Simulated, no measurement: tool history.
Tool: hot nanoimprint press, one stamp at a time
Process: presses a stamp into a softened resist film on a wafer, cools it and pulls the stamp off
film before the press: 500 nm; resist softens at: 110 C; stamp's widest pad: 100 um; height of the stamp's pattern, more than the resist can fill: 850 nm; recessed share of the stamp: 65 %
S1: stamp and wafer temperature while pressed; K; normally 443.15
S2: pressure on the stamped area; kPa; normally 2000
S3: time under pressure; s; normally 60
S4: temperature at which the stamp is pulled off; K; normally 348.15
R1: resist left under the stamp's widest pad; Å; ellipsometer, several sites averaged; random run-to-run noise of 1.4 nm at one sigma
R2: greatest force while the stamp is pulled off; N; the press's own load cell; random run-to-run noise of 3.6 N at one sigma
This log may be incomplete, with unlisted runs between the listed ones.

run 1 day=0.000 | S1=443.15 S2=2000 S3=60 S4=348.15 | R1=2233 R2=195
-- day=1.342 plate thermocouple calibrated
run 2 day=2.246 | S1=443.15 S2=2000 S3=60 S4=348.15 | R1=2322 R2=210
-- day=3.308 stamp cleaned and given a new release coat
run 3 day=5.529 | S1=443.15 S2=2000 S3=60 S4=348.15 | R1=2271 R2=185
run 4 day=7.392 | S1=443.15 S2=1960 S3=60 S4=348.15 | R1=2320 R2=200
run 5 day=8.971 | S1=443.15 S2=2000 S3=60 S4=348.15 | R1=2305 R2=194
run 6 day=10.812 | S1=443.15 S2=2000 S3=60 S4=348.15 | R1=2347 R2=209
-- day=12.429 plate thermocouple calibrated, once more
-- day=12.679 stamp cleaned and given a new release coat
run 7 day=12.933 | S1=443.15 S2=2000 S3=60 S4=348.15 | R1=2186 R2=173
run 8 day=15.775 | S1=443.15 S2=2000 S3=60 S4=348.15 | R1=2217 R2=191
run 9 day=17.246 | S1=443.15 S2=2000 S3=60 S4=348.15 | R1=2230 R2=191
run 10 day=19.508 | S1=443.15 S2=2000 S3=78 S4=348.15 | R1=2047 R2=202
run 11 day=20.804 | S1=434.15 S2=2000 S3=78 S4=348.15 | R1=3282 R2=211
-- day=21.867 stamp cleaned and given a new release coat
run 12 day=22.942 | S1=434.15 S2=2000 S3=78 S4=348.15 | R1=3282 R2=178
run 13 day=25.408 | S1=434.15 S2=2000 S3=78 S4=348.15 | R1=3331 R2=183
run 14 day=28.333 | S1=434.15 S2=2000 S3=78 S4=348.15 | R1=3308 R2=199
-- day=29.083 plate thermocouple calibrated
-- day=30.246 press's hydraulic seals changed and the load cell set to zero
run 15 day=30.462 | S1=434.15 S2=2000 S3=78 S4=348.15 | R1=3118 R2=210
-- day=31.567 stamp cleaned and given a new release coat
run 16 day=32.379 | S1=434.15 S2=2000 S3=78 S4=348.15 | R1=3091 R2=176
run 17 day=34.312 | S1=432.15 S2=2860 S3=60 S4=348.15 | R1=3214 R2=187
run 18 day=36.362 | S1=443.15 S2=1830 S3=60 S4=338.15 | R1=2252 R2=238
run 19 day=38.033 | S1=443.15 S2=1830 S3=60 S4=338.15 | R1=2282 R2=250
run 20 day=40.167 | S1=443.15 S2=3040 S3=61 S4=341.15 | R1=1734 R2=244
-- day=40.671 stamp cleaned and given a new release coat
run 21 day=41.696 | S1=443.15 S2=3040 S3=61 S4=341.15 | R1=1738 R2=209
run 22 day=43.446 | S1=443.15 S2=1290 S3=60 S4=348.15 | R1=2749 R2=184
run 23 day=44.883 | S1=443.15 S2=1290 S3=60 S4=348.15 | R1=2764 R2=194
-- day=46.188 plate thermocouple calibrated
run 24 day=47.392 | S1=452.15 S2=2000 S3=60 S4=346.15 | R1=1346 R2=217
-- day=49.912 stamp cleaned and given a new release coat
run 25 day=50.558 | S1=452.15 S2=2000 S3=60 S4=346.15 | R1=1361 R2=185
run 26 day=53.208 | S1=443.15 S2=2320 S3=48 S4=337.15 | R1=2155 R2=243
run 27 day=55.825 | S1=443.15 S2=2320 S3=48 S4=337.15 | R1=2180 R2=253
run 28 day=57.896 | S1=443.15 S2=2320 S3=48 S4=337.15 | R1=2207 R2=255

Forecast each of these 3 alternatives for the next run:
-- day=59.083 stamp cleaned and given a new release coat
run A day=60.221 | S1=436.15 S2=2320 S3=48 S4=337.15 | R1=? R2=?
-- day=59.083 stamp cleaned and given a new release coat
run B day=60.221 | S1=443.15 S2=1970 S3=31 S4=348.15 | R1=? R2=?
-- day=59.083 stamp cleaned and given a new release coat
run C day=60.221 | S1=450.15 S2=2000 S3=60 S4=348.15 | R1=? R2=?

run=A R1=3142 R2=232
run=B R1=2781 R2=179
run=C R1=1539 R2=184
Stripped of hidden state, with their random variation kept, the same runs would have yielded:
run=A R1=2982 R2=223
run=B R1=2645 R2=172
run=C R1=1455 R2=176
